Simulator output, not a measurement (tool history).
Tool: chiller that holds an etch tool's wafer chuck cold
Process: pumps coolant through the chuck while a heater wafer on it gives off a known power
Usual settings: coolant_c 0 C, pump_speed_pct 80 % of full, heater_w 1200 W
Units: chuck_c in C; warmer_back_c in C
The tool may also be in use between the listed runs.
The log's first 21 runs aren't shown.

run	hour	coolant_c	pump_speed_pct	heater_w	chuck_c	warmer_back_c
22	2743.0	-7	75	1200	8.2	5.62
23	2888.9	7	80	1406	24.3	6.07
24	3009.2	8	80	1558	27.2	6.80
25	3103.2	8	80	1558	27.2	6.81
26	3281.1	3	72	1195	19.0	5.85
27	3361.5	3	72	1195	19.0	5.86
28	3473.0	3	72	1195	19.2	5.97
29	3652.7	-1	75	661	8.0	3.06
30	3823.3	-1	75	661	8.1	3.13
31	3936.6	6	87	701	14.9	2.91
# hour 4011.4: coolant changed, channels flushed
32	4091.8	6	87	701	14.4	2.97
# hour 4168.7: chiller's thermometer calibrated
33	4179.7	6	87	701	14.1	2.91

Forecast each of these 3 alternatives for the next run:
A	4328.1	-4	63	682	?	?
B	4328.1	-6	80	1200	?	?
C	4328.1	3	88	1569	?	?

run	chuck_c	warmer_back_c
A	5.6	4.02
B	8.3	5.54
C	20.6	6.53
Without the tool's hidden state the same runs would have given:
run	chuck_c	warmer_back_c
A	4.1	3.17
B	6.0	4.37
C	17.9	5.15
